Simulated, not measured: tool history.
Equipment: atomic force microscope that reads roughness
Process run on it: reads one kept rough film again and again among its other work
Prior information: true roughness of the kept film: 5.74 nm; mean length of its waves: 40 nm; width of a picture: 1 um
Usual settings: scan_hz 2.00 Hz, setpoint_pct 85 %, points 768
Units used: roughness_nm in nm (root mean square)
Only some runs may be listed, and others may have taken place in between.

| run | hour | scan_hz | setpoint_pct | points | roughness_nm |
|---|---|---|---|---|---|
| 1 | 0.0 | 2.00 | 85 | 768 | 4.127 |
| 2 | 20.5 | 2.00 | 85 | 768 | 3.979 |
|  | 29.6 | new tip fitted |
| 3 | 51.9 | 2.00 | 75 | 768 | 4.720 |
| 4 | 94.6 | 2.00 | 64 | 768 | 4.422 |
|  | 113.9 | new tip fitted |
| 5 | 135.7 | 1.00 | 85 | 768 | 4.793 |
| 6 | 164.7 | 1.00 | 85 | 768 | 4.474 |
|  | 199.1 | new tip fitted |
| 7 | 204.0 | 2.00 | 78 | 768 | 4.914 |
| 8 | 241.4 | 2.00 | 85 | 768 | 4.280 |
| 9 | 274.0 | 2.00 | 60 | 768 | 4.313 |
|  | 284.9 | new tip fitted |
| 10 | 316.9 | 2.00 | 60 | 768 | 4.759 |
| 11 | 344.2 | 2.00 | 60 | 768 | 4.505 |
|  | 372.0 | new tip fitted |
| 12 | 372.6 | 2.00 | 60 | 768 | 5.216 |
| 13 | 398.6 | 2.00 | 56 | 423 | 4.870 |
| 14 | 419.2 | 1.36 | 85 | 553 | 4.399 |
| 15 | 450.6 | 1.36 | 85 | 553 | 4.075 |
|  | 457.5 | new tip fitted |
| 16 | 484.3 | 0.80 | 85 | 473 | 4.749 |
| 17 | 521.8 | 0.80 | 85 | 473 | 4.335 |
|  | 525.9 | height scale calibrated on a step standard |
|  | 545.5 | new tip fitted |
| 18 | 561.4 | 0.80 | 79 | 301 | 4.961 |
| 19 | 582.3 | 0.89 | 85 | 393 | 4.668 |
|  | 601.7 | height scale calibrated on a step standard, once more |
| 20 | 609.7 | 2.51 | 56 | 840 | 4.427 |
|  | 631.8 | new tip fitted |
| 21 | 631.8 | 0.69 | 77 | 768 | 5.191 |
| 22 | 670.0 | 2.51 | 56 | 350 | 4.680 |
| 23 | 714.1 | 2.51 | 56 | 350 | 4.200 |
|  | 716.7 | new tip fitted |
| 24 | 745.0 | 1.79 | 73 | 768 | 4.736 |

Branching from run 24: 3 alternative next runs. What would each branch give?
| A | 783.7 | 1.43 | 73 | 402 | ? |
| B | 783.7 | 3.31 | 90 | 768 | ? |
| C | 783.7 | 1.79 | 77 | 392 | ? |

| run | roughness_nm |
|---|---|
| A | 4.318 |
| B | 3.677 |
| C | 4.258 |
What these runs would have given with no unlogged condition in the tool:
| run | roughness_nm |
|---|---|
| A | 5.100 |
| B | 4.344 |
| C | 5.029 |
